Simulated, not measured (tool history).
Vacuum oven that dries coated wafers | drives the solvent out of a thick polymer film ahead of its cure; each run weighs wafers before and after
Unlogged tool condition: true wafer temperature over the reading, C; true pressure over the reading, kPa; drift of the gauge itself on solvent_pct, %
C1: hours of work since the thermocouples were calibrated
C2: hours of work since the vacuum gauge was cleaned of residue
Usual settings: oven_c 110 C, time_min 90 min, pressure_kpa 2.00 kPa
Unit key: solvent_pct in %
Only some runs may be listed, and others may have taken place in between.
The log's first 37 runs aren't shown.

run 38 hour=546.9 | oven_c=110 time_min=109 pressure_kpa=4.59 | C1=228 C2=569 | solvent_pct=4.92
run 39 hour=567.7 | oven_c=102 time_min=109 pressure_kpa=4.59 | C1=243 C2=584 | solvent_pct=7.18
run 40 hour=586.8 | oven_c=97 time_min=58 pressure_kpa=2.00 | C1=256 C2=597 | solvent_pct=10.77
run 41 hour=603.9 | oven_c=97 time_min=58 pressure_kpa=2.00 | C1=268 C2=609 | solvent_pct=10.63
run 42 hour=624.5 | oven_c=97 time_min=146 pressure_kpa=5.41 | C1=283 C2=623 | solvent_pct=8.00
run 43 hour=645.0 | oven_c=97 time_min=71 pressure_kpa=2.00 | C1=297 C2=638 | solvent_pct=9.50
run 44 hour=660.7 | oven_c=102 time_min=90 pressure_kpa=2.00 | C1=308 C2=649 | solvent_pct=6.50
run 45 hour=677.1 | oven_c=102 time_min=103 pressure_kpa=2.80 | C1=320 C2=660 | solvent_pct=6.22
run 46 hour=686.7 | oven_c=102 time_min=103 pressure_kpa=2.80 | C1=326 C2=667 | solvent_pct=6.33

Each row is a separate what-if for the run after 46, all from the same tool condition, not one after another. Results?
run A hour=702.3 | oven_c=123 time_min=108 pressure_kpa=1.16 | C1=337 C2=678 | solvent_pct=?
run B hour=702.3 | oven_c=123 time_min=103 pressure_kpa=2.80 | C1=337 C2=678 | solvent_pct=?
run C hour=702.3 | oven_c=115 time_min=103 pressure_kpa=2.80 | C1=337 C2=678 | solvent_pct=?

run=A solvent_pct=1.24
run=B solvent_pct=2.00
run=C solvent_pct=3.21
Without the tool's hidden state the same runs would have given:
run=A solvent_pct=1.14
run=B solvent_pct=1.91
run=C solvent_pct=3.10
